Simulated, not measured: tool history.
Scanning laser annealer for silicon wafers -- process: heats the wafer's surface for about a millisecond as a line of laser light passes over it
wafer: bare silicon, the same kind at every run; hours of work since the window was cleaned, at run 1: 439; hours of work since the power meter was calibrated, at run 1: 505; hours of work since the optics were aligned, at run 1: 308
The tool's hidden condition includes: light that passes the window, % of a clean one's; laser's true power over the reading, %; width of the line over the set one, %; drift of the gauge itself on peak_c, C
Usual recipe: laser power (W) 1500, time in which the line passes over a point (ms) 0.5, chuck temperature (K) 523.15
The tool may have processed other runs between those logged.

run	hour	laser power (W)	time in which the line passes over a point (ms)	chuck temperature (K)	hours of work since the window was cleaned	hours of work since the power meter was calibrated	hours of work since the optics were aligned	highest temperature of the surface (K)
1	0	1500	0.5	523.15	439	505	308	1207.15
2	31	1636	0.5	523.15	458	523	327	1262.15
3	76	1636	0.5	523.15	484	549	353	1258.15
4	117	1636	0.5	523.15	508	574	378	1261.15
5	152.6	1636	0.5	523.15	530	595	399	1258.15
# hour 161: optics aligned, line set to its width
6	206.8	1500	0.5	520.15	559	624	27	1197.15
7	238.8	1281	0.573	515.15	577	643	46	1153.15
8	261.9	1281	0.573	515.15	591	656	60	1153.15
9	300.4	1537	0.389	485.15	614	679	82	1083.15
10	326.2	1591	0.571	485.15	629	694	98	1254.15
11	352.5	1591	0.571	485.15	645	710	113	1254.15
12	402.7	1567	0.5	548.15	674	740	143	1248.15

Below, some changes in highest temperature of the surface (K) between adjacent runs. For each, the amount present without the hidden state too (settings, incoming material, random variation) and the amount remaining for the hidden state with gauge scatter not shared by both compared results:
Run 9 -> 10: laser power (W) 1537 -> 1591, time in which the line passes over a point (ms) 0.389 -> 0.571. highest temperature of the surface (K) +171: hidden state -8, all else +179.
